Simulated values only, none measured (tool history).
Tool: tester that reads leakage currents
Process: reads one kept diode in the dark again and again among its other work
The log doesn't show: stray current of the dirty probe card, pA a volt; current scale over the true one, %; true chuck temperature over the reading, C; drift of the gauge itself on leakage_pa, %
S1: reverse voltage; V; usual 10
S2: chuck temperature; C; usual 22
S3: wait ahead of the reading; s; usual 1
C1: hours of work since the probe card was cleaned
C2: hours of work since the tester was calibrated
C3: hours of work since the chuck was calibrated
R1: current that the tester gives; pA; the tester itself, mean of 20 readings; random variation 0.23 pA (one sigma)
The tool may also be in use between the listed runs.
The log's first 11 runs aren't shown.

run 12 hour=431.3 | S1=1.7 S2=22 S3=0.42 | C1=310 C2=946 C3=372 | R1=40.9
run 13 hour=463.6 | S1=10 S2=37 S3=1 | C1=330 C2=966 C3=391 | R1=294.12
run 14 hour=511.3 | S1=2.5 S2=37 S3=1 | C1=359 C2=996 C3=421 | R1=180.32
run 15 hour=563.7 | S1=2.5 S2=37 S3=1 | C1=391 C2=1028 C3=453 | R1=181.56
run 16 hour=607.9 | S1=2.5 S2=37 S3=1 | C1=418 C2=1055 C3=480 | R1=180.43
run 17 hour=639.1 | S1=2.5 S2=37 S3=1 | C1=438 C2=1074 C3=499 | R1=182.44
run 18 hour=662.7 | S1=10 S2=30 S3=1 | C1=452 C2=1089 C3=514 | R1=158.01
run 19 hour=704.7 | S1=10 S2=22 S3=1 | C1=478 C2=1115 C3=540 | R1=76.02
run 20 hour=758.3 | S1=10 S2=22 S3=1 | C1=511 C2=1148 C3=573 | R1=75.77
run 21 hour=804.3 | S1=1.5 S2=50 S3=0.42 | C1=539 C2=1176 C3=601 | R1=457.2
run 22 hour=843.6 | S1=7.1 S2=21 S3=1 | C1=563 C2=1200 C3=625 | R1=61.03
run 23 hour=888 | S1=7.1 S2=21 S3=1 | C1=591 C2=1227 C3=653 | R1=60.73
run 24 hour=913.7 | S1=10 S2=36 S3=1 | C1=606 C2=1243 C3=668 | R1=269.82
run 25 hour=966.3 | S1=10 S2=36 S3=1 | C1=639 C2=1276 C3=701 | R1=270.96
run 26 hour=988.5 | S1=10 S2=32 S3=1 | C1=652 C2=1289 C3=714 | R1=189.45
run 27 hour=1041.1 | S1=2.1 S2=22 S3=1 | C1=685 C2=1322 C3=747 | R1=43.35
run 28 hour=1077.1 | S1=2.2 S2=48 S3=0.46 | C1=707 C2=1344 C3=769 | R1=438.67
run 29 hour=1113 | S1=6 S2=35 S3=1.76 | C1=729 C2=1366 C3=791 | R1=206.1
run 30 hour=1144 | S1=6 S2=35 S3=1.76 | C1=748 C2=1385 C3=810 | R1=206.08
run 31 hour=1166.5 | S1=3.4 S2=22 S3=4.65 | C1=762 C2=1399 C3=824 | R1=50.45
-- hour=1183 chuck's temperature calibrated
run 32 hour=1212.6 | S1=3.4 S2=22 S3=8.49 | C1=789 C2=1426 C3=18 | R1=50.48
run 33 hour=1247.7 | S1=10.9 S2=39 S3=0.49 | C1=811 C2=1447 C3=40 | R1=364.49

Run 34 comes next. What will it give?
run 34 hour=1282 | S1=10.9 S2=39 S3=0.49 | C1=832 C2=1468 C3=61 | R1=?

{"run 34": {"R1": 363.42}}
Without the tool's hidden state the same run would have given R1 363.36 pA.
